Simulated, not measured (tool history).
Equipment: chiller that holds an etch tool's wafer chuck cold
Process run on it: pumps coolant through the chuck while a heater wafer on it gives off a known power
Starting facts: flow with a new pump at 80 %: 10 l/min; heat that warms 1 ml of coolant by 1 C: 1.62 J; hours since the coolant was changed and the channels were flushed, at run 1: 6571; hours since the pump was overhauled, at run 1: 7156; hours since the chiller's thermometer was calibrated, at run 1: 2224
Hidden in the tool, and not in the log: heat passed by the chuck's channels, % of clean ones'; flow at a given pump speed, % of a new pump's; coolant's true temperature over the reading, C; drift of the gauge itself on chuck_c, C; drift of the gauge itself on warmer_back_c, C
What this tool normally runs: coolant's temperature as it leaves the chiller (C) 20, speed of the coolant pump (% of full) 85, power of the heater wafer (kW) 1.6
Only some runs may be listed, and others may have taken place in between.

run	hour	coolant's temperature as it leaves the chiller (C)	speed of the coolant pump (% of full)	power of the heater wafer (kW)	hours since the coolant was changed and the channels were flushed	hours since the pump was overhauled	hours since the chiller's thermometer was calibrated	chuck's temperature once it has settled (K)	how much warmer the coolant comes back (C)
1	0	20	85	1.6	6571	7156	2224	312.55	5.53
2	165.8	20	85	1.6	6737	7321	2390	312.45	5.56
3	374.8	20	85	1.6	6946	7530	2599	312.45	5.47
4	565.1	20	85	1.6	7136	7721	2789	312.55	5.56
5	766.6	20	85	1.6	7337	7922	2991	312.35	5.6
6	865.1	20	66	1.6	7436	8021	3089	317.65	7.47
7	1029.9	15	85	1.6	7601	8186	3254	307.55	5.68
8	1193.5	18	85	1.6	7764	8349	3418	310.35	5.67
9	1346.8	18	85	1.6	7918	8502	3571	310.55	5.69
10	1541.4	18	85	1.6	8112	8697	3765	310.55	5.68
11	1669.1	20	85	1.6	8240	8825	3893	312.35	5.66
# hour 1719.1: coolant changed, channels flushed
12	1764.6	20	85	1.6	46	8914	3983	312.55	5.7
13	1935.8	29	71	1.092	217	9085	4154	317.55	4.86
14	2048.1	29	71	1.092	329	9198	4266	317.55	4.86
15	2242	29	71	1.092	523	9392	4460	317.75	4.89
16	2346.7	26	66	1.378	628	9496	4565	320.15	6.57
17	2519.4	23	75	1.18	800	9669	4737	312.05	4.98
18	2653.7	14	85	1.6	935	9803	4872	306.35	5.78
19	2747.3	14	85	0.945	1028	9897	4965	298.55	3.56
20	2858.3	20	93	1.45	1139	10008	5076	309.15	4.85
# hour 2920.4: chiller's thermometer calibrated
21	2995.3	21	66	1.036	1275	10144	75	309.95	5.07
22	3197.6	17	71	1.091	1478	10346	277	305.65	4.93
23	3323.6	17	71	1.091	1604	10472	403	305.85	5.04

Describe how what the log doesn't record of the tool's condition differs between the last listed run preceding each entry between runs and the first listed run following it.
Logged between run 11 and run 12: coolant changed, channels flushed (hour 1719.1)
  heat passed by the chuck's channels, % of clean ones': 99.9 -> 100; drift of the gauge itself on warmer_back_c, C: 0.19 -> 0.2
  measured less the result without the state, how much warmer the coolant comes back (C): +0.19 -> +0.21
Logged between run 20 and run 21: chiller's thermometer calibrated (hour 2920.4)
  drift of the gauge itself on warmer_back_c, C: 0.33 -> 0.35
  measured less the result without the state, how much warmer the coolant comes back (C): +0.34 -> +0.35
